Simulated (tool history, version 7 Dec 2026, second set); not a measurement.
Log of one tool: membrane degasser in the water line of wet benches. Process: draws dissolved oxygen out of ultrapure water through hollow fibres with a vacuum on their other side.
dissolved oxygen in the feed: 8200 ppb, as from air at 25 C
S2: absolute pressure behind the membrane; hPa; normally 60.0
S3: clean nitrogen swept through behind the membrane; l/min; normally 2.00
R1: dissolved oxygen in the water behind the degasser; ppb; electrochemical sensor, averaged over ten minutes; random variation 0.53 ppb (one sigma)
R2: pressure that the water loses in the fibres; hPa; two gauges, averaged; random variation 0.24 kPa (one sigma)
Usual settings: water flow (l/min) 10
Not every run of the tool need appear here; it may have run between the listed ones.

run 1 hour=0.0 | water_flow_(l/min)=10 S2=60.0 S3=2.00 | R1=43.5 R2=607.5
run 2 hour=116.9 | water_flow_(l/min)=10 S2=60.0 S3=2.00 | R1=43.8 R2=608.5
run 3 hour=230.0 | water_flow_(l/min)=10 S2=60.0 S3=2.00 | R1=44.2 R2=605.1
run 4 hour=294.6 | water_flow_(l/min)=10 S2=110.7 S3=2.00 | R1=104.6 R2=605.6
run 5 hour=412.9 | water_flow_(l/min)=10 S2=110.7 S3=2.00 | R1=105.8 R2=606.2
run 6 hour=544.4 | water_flow_(l/min)=10 S2=110.7 S3=2.00 | R1=105.6 R2=611.7
run 7 hour=631.2 | water_flow_(l/min)=14 S2=110.7 S3=2.00 | R1=172.0 R2=854.0
run 8 hour=731.4 | water_flow_(l/min)=10 S2=60.6 S3=2.00 | R1=44.5 R2=606.4
run 9 hour=803.7 | water_flow_(l/min)=10 S2=60.6 S3=2.00 | R1=44.4 R2=609.2
run 10 hour=913.7 | water_flow_(l/min)=10 S2=60.6 S3=2.00 | R1=44.9 R2=607.3
run 11 hour=992.2 | water_flow_(l/min)=10 S2=60.0 S3=2.00 | R1=43.9 R2=602.8
run 12 hour=1106.3 | water_flow_(l/min)=10 S2=60.0 S3=2.00 | R1=43.2 R2=611.2
run 13 hour=1174.5 | water_flow_(l/min)=10 S2=60.0 S3=2.00 | R1=43.6 R2=610.1
run 14 hour=1293.4 | water_flow_(l/min)=10 S2=60.0 S3=2.00 | R1=43.6 R2=606.5
run 15 hour=1392.1 | water_flow_(l/min)=10 S2=60.0 S3=2.00 | R1=42.8 R2=609.3
run 16 hour=1497.9 | water_flow_(l/min)=10 S2=60.0 S3=4.14 | R1=26.9 R2=605.2
-- hour=1510.8 vacuum gauge calibrated
run 17 hour=1586.2 | water_flow_(l/min)=10 S2=60.0 S3=4.14 | R1=26.2 R2=603.8
run 18 hour=1640.2 | water_flow_(l/min)=16 S2=60.0 S3=2.42 | R1=113.6 R2=968.2
run 19 hour=1764.3 | water_flow_(l/min)=14 S2=41.6 S3=2.75 | R1=54.2 R2=850.8
run 20 hour=1836.7 | water_flow_(l/min)=14 S2=41.6 S3=2.75 | R1=53.8 R2=850.2
run 21 hour=1922.0 | water_flow_(l/min)=14 S2=82.6 S3=2.75 | R1=104.5 R2=852.1

Run 22 is up next; what results do you expect?
run 22 hour=1985.8 | water_flow_(l/min)=8 S2=56.8 S3=2.00 | R1=? R2=?

{"run 22": {"R1": 27.0, "R2": 482.2}}
Were there no unlogged condition in the tool, this run, its random variation unchanged, would have produced R1 27.0 ppb, R2 482.0 hPa.
